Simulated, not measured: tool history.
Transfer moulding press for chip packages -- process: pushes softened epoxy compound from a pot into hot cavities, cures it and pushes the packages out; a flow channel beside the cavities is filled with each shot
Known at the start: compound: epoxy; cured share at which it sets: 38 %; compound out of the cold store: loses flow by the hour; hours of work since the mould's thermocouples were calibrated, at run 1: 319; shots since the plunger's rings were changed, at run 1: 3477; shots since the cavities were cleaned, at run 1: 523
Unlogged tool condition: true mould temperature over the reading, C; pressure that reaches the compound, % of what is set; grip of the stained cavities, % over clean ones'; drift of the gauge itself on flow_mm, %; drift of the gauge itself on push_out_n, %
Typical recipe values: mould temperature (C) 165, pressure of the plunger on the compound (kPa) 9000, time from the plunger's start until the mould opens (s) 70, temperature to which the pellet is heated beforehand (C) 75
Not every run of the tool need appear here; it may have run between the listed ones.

| run | hour | mould temperature (C) | pressure of the plunger on the compound (kPa) | time from the plunger's start until the mould opens (s) | temperature to which the pellet is heated beforehand (C) | hours of work since the mould's thermocouples were calibrated | shots since the plunger's rings were changed | shots since the cavities were cleaned | incoming compound's hours out of the cold store | length that the compound runs in the flow channel (mm) | greatest force on the pins that push the packages out (N) |
|---|---|---|---|---|---|---|---|---|---|---|---|
| 1 | 0.0 | 165 | 9000 | 70 | 75 | 319 | 3477 | 523 | 47.5 | 496 | 495 |
|  | 4.1 | cavities cleaned with cleaning compound and waxed |
|  | 37.5 | cavities cleaned with cleaning compound and waxed |
| 2 | 48.2 | 165 | 9000 | 103 | 75 | 350 | 4308 | 197 | 25.2 | 512 | 290 |
|  | 69.8 | cavities cleaned with cleaning compound and waxed |
| 3 | 76.5 | 165 | 9000 | 103 | 75 | 368 | 4800 | 123 | 32.4 | 493 | 264 |
|  | 102.2 | cavities cleaned with cleaning compound and waxed |
|  | 106.8 | plunger's sealing rings changed |
| 4 | 106.8 | 165 | 8860 | 70 | 75 | 386 | 0 | 38 | 44.3 | 528 | 312 |
|  | 138.3 | cavities cleaned with cleaning compound and waxed |
| 5 | 156.4 | 165 | 8860 | 70 | 75 | 419 | 885 | 333 | 9.8 | 571 | 443 |
|  | 172.7 | cavities cleaned with cleaning compound and waxed |
|  | 208.4 | cavities cleaned with cleaning compound and waxed |
| 6 | 208.5 | 172 | 8860 | 70 | 75 | 453 | 1786 | 2 | 40.6 | 506 | 237 |
|  | 232.4 | mould's thermocouples calibrated |
| 7 | 236.6 | 165 | 7220 | 70 | 75 | 3 | 2266 | 482 | 10.3 | 513 | 508 |
|  | 244.4 | cavities cleaned with cleaning compound and waxed |
| 8 | 264.7 | 165 | 7220 | 70 | 75 | 21 | 2754 | 373 | 38.5 | 452 | 463 |
|  | 279.4 | cavities cleaned with cleaning compound and waxed |
| 9 | 308.4 | 165 | 9000 | 70 | 75 | 50 | 3529 | 533 | 37.9 | 499 | 513 |
|  | 314.6 | cavities cleaned with cleaning compound and waxed |
| 10 | 337.2 | 165 | 9000 | 70 | 75 | 69 | 4031 | 416 | 39.7 | 499 | 481 |
|  | 348.5 | cavities cleaned with cleaning compound and waxed |
|  | 381.0 | cavities cleaned with cleaning compound and waxed |
| 11 | 395.9 | 165 | 9000 | 70 | 75 | 107 | 5054 | 275 | 25.9 | 512 | 444 |
|  | 410.1 | plunger's sealing rings changed |
|  | 416.9 | cavities cleaned with cleaning compound and waxed |
| 12 | 446.1 | 165 | 9000 | 70 | 75 | 139 | 633 | 537 | 10.8 | 586 | 515 |
|  | 451.1 | cavities cleaned with cleaning compound and waxed |
| 13 | 479.0 | 165 | 9000 | 70 | 75 | 160 | 1209 | 512 | 21.1 | 549 | 510 |
|  | 484.3 | cavities cleaned with cleaning compound and waxed |
|  | 518.0 | cavities cleaned with cleaning compound and waxed |
| 14 | 522.4 | 159 | 7070 | 95 | 75 | 188 | 1952 | 81 | 39.8 | 475 | 284 |
|  | 553.6 | cavities cleaned with cleaning compound and waxed |
| 15 | 565.5 | 167 | 10700 | 70 | 70 | 216 | 2716 | 219 | 17.2 | 598 | 386 |
|  | 585.8 | cavities cleaned with cleaning compound and waxed |
| 16 | 591.6 | 167 | 10700 | 70 | 70 | 233 | 3168 | 106 | 17.6 | 579 | 353 |
|  | 621.1 | cavities cleaned with cleaning compound and waxed |
| 17 | 643.9 | 157 | 7940 | 70 | 75 | 268 | 4101 | 419 | 23.6 | 499 | 868 |
|  | 655.1 | cavities cleaned with cleaning compound and waxed |
| 18 | 683.7 | 161 | 7940 | 53 | 75 | 294 | 4804 | 525 | 41.1 | 464 | 1204 |
|  | 689.2 | cavities cleaned with cleaning compound and waxed |
|  | 714.7 | plunger's sealing rings changed |
|  | 725.2 | cavities cleaned with cleaning compound and waxed |
| 19 | 742.6 | 165 | 10090 | 70 | 75 | 331 | 484 | 319 | 33.3 | 573 | 466 |
|  | 758.5 | cavities cleaned with cleaning compound and waxed |
|  | 791.9 | cavities cleaned with cleaning compound and waxed |
| 20 | 791.9 | 165 | 8970 | 55 | 79 | 363 | 1335 | 0 | 34.2 | 532 | 537 |
|  | 824.2 | cavities cleaned with cleaning compound and waxed |
| 21 | 840.4 | 165 | 9000 | 95 | 81 | 395 | 2198 | 297 | 17.6 | 555 | 326 |
|  | 857.6 | cavities cleaned with cleaning compound and waxed |
| 22 | 871.4 | 165 | 9000 | 59 | 85 | 415 | 2740 | 253 | 38.8 | 510 | 594 |
|  | 892.1 | cavities cleaned with cleaning compound and waxed |
| 23 | 913.9 | 165 | 9000 | 82 | 67 | 443 | 3493 | 400 | 45.9 | 505 | 387 |
|  | 925.0 | cavities cleaned with cleaning compound and waxed |
| 24 | 941.1 | 165 | 9000 | 82 | 67 | 461 | 3965 | 295 | 19.1 | 526 | 348 |
|  | 951.8 | mould's thermocouples calibrated |
|  | 962.6 | cavities cleaned with cleaning compound and waxed |
| 25 | 971.6 | 165 | 8650 | 84 | 66 | 13 | 4461 | 166 | 15.0 | 520 | 298 |

Predict each of these 4 candidate next runs independently; none follows another, all start after run 25:
|  | 994.7 | cavities cleaned with cleaning compound and waxed |
| A | 1004.0 | 165 | 9540 | 84 | 66 | 34 | 5029 | 171 | 8.6 | ? | ? |
|  | 994.7 | cavities cleaned with cleaning compound and waxed |
| B | 1004.0 | 165 | 9770 | 107 | 66 | 34 | 5029 | 171 | 21.4 | ? | ? |
|  | 994.7 | cavities cleaned with cleaning compound and waxed |
| C | 1004.0 | 165 | 9870 | 84 | 68 | 34 | 5029 | 171 | 45.6 | ? | ? |
|  | 994.7 | cavities cleaned with cleaning compound and waxed |
| D | 1004.0 | 158 | 10430 | 70 | 75 | 34 | 5029 | 171 | 20.0 | ? | ? |

| run | length that the compound runs in the flow channel (mm) | greatest force on the pins that push the packages out (N) |
|---|---|---|
| A | 553 | 330 |
| B | 537 | 289 |
| C | 497 | 317 |
| D | 562 | 640 |
With the hidden condition removed and each run's random variation left untouched, the same runs would have given:
| run | length that the compound runs in the flow channel (mm) | greatest force on the pins that push the packages out (N) |
|---|---|---|
| A | 618 | 253 |
| B | 601 | 218 |
| C | 555 | 241 |
| D | 628 | 492 |
